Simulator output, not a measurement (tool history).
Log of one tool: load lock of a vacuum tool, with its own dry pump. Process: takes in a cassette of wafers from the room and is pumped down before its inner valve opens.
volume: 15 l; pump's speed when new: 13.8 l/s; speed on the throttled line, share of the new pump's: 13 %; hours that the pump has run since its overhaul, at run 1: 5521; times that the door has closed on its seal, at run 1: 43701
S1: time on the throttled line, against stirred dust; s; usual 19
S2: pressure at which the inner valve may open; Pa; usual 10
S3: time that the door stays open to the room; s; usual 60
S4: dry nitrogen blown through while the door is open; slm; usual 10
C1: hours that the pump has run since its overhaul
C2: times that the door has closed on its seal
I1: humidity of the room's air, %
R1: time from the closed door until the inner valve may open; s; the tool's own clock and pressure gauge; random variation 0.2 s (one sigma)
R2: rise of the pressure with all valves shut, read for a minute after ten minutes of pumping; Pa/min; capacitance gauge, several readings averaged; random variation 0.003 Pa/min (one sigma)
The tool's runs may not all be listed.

| run | hour | S1 | S2 | S3 | S4 | C1 | C2 | I1 | R1 | R2 |
|---|---|---|---|---|---|---|---|---|---|---|
| 1 | 0.0 | 19 | 10 | 60 | 10 | 5521 | 43701 | 46.3 | 26.9 | 0.644 |
| 2 | 189.6 | 12 | 10 | 60 | 10 | 5710 | 44562 | 41.3 | 21.2 | 0.673 |
| 3 | 283.4 | 12 | 10 | 60 | 10 | 5804 | 44988 | 48.2 | 20.9 | 0.679 |
|  | 295.6 | door's seal changed, seat wiped |
| 4 | 407.2 | 12 | 10 | 60 | 10 | 5926 | 507 | 45.0 | 21.2 | 0.049 |
| 5 | 540.1 | 12 | 10 | 60 | 25 | 6059 | 1111 | 44.6 | 21.1 | 0.038 |
| 6 | 719.2 | 12 | 10 | 60 | 25 | 6239 | 1925 | 45.9 | 20.9 | 0.040 |
| 7 | 918.5 | 12 | 10 | 60 | 25 | 6438 | 2831 | 44.8 | 21.2 | 0.048 |
| 8 | 1113.7 | 12 | 10 | 151 | 25 | 6633 | 3718 | 44.6 | 21.1 | 0.062 |
| 9 | 1272.5 | 19 | 10 | 60 | 10 | 6792 | 4439 | 44.2 | 27.4 | 0.071 |
| 10 | 1465.7 | 19 | 10 | 60 | 10 | 6985 | 5317 | 45.4 | 27.2 | 0.077 |
| 11 | 1632.4 | 19 | 15 | 60 | 10 | 7152 | 6075 | 43.5 | 26.6 | 0.078 |
| 12 | 1761.6 | 19 | 15 | 60 | 10 | 7281 | 6662 | 47.9 | 26.4 | 0.081 |
| 13 | 1957.9 | 19 | 15 | 60 | 10 | 7477 | 7554 | 42.9 | 26.6 | 0.090 |
| 14 | 2106.8 | 19 | 15 | 60 | 10 | 7626 | 8231 | 39.8 | 26.9 | 0.089 |
| 15 | 2266.7 | 19 | 15 | 60 | 10 | 7786 | 8957 | 45.7 | 27.0 | 0.106 |
| 16 | 2462.2 | 19 | 15 | 60 | 10 | 7982 | 9846 | 44.0 | 26.8 | 0.114 |
| 17 | 2550.1 | 19 | 15 | 60 | 10 | 8069 | 10245 | 46.4 | 26.9 | 0.110 |
| 18 | 2739.1 | 19 | 15 | 60 | 10 | 8258 | 11104 | 42.3 | 26.5 | 0.120 |
| 19 | 2865.5 | 10 | 13 | 213 | 15 | 8385 | 11678 | 45.0 | 19.4 | 0.135 |
| 20 | 3048.4 | 11 | 10 | 53 | 5 | 8568 | 12509 | 47.7 | 20.8 | 0.146 |
| 21 | 3184.2 | 11 | 10 | 53 | 5 | 8704 | 13126 | 43.0 | 20.5 | 0.144 |
| 22 | 3332.8 | 27 | 10 | 60 | 37 | 8852 | 13802 | 44.5 | 34.7 | 0.137 |
| 23 | 3419.4 | 27 | 10 | 60 | 37 | 8939 | 14195 | 42.6 | 34.8 | 0.139 |
| 24 | 3583.5 | 27 | 10 | 60 | 37 | 9103 | 14941 | 46.6 | 34.1 | 0.150 |
| 25 | 3725.0 | 19 | 10 | 26 | 10 | 9244 | 15584 | 45.7 | 27.4 | 0.161 |
| 26 | 3820.0 | 12 | 10 | 87 | 10 | 9339 | 16016 | 46.6 | 21.0 | 0.176 |
| 27 | 3997.9 | 12 | 10 | 87 | 10 | 9517 | 16824 | 47.9 | 21.9 | 0.189 |
| 28 | 4140.7 | 12 | 10 | 87 | 10 | 9660 | 17473 | 44.1 | 21.5 | 0.189 |
| 29 | 4299.2 | 23 | 8 | 60 | 10 | 9819 | 18193 | 45.9 | 31.0 | 0.206 |
| 30 | 4449.9 | 18 | 15 | 60 | 10 | 9969 | 18878 | 42.7 | 25.9 | 0.205 |
| 31 | 4626.2 | 19 | 14 | 47 | 37 | 10145 | 19679 | 46.9 | 27.3 | 0.206 |
| 32 | 4707.8 | 16 | 9 | 60 | 25 | 10227 | 20050 | 44.2 | 25.2 | 0.215 |
| 33 | 4807.2 | 16 | 9 | 60 | 25 | 10327 | 20502 | 46.1 | 24.8 | 0.232 |
| 34 | 5006.1 | 10 | 14 | 46 | 16 | 10525 | 21406 | 43.4 | 19.3 | 0.236 |
| 35 | 5185.7 | 25 | 13 | 105 | 16 | 10705 | 22222 | 45.2 | 32.2 | 0.262 |
| 36 | 5294.5 | 19 | 10 | 60 | 27 | 10814 | 22716 | 45.8 | 27.4 | 0.260 |

Forecast each of these 5 alternatives for the next run:
| A | 5417.3 | 19 | 10 | 52 | 4 | 10937 | 23274 | 47.2 | ? | ? |
| B | 5417.3 | 13 | 10 | 60 | 10 | 10937 | 23274 | 44.7 | ? | ? |
| C | 5417.3 | 19 | 10 | 60 | 11 | 10937 | 23274 | 43.2 | ? | ? |
| D | 5417.3 | 19 | 13 | 121 | 34 | 10937 | 23274 | 42.8 | ? | ? |
| E | 5417.3 | 19 | 10 | 38 | 10 | 10937 | 23274 | 47.4 | ? | ? |

| run | R1 | R2 |
|---|---|---|
| A | 27.1 | 0.279 |
| B | 22.2 | 0.270 |
| C | 27.6 | 0.268 |
| D | 27.5 | 0.265 |
| E | 27.7 | 0.267 |
Without the tool's hidden state the same runs would have given:
| run | R1 | R2 |
|---|---|---|
| A | 26.2 | 0.045 |
| B | 21.2 | 0.035 |
| C | 26.7 | 0.033 |
| D | 26.7 | 0.033 |
| E | 26.8 | 0.034 |

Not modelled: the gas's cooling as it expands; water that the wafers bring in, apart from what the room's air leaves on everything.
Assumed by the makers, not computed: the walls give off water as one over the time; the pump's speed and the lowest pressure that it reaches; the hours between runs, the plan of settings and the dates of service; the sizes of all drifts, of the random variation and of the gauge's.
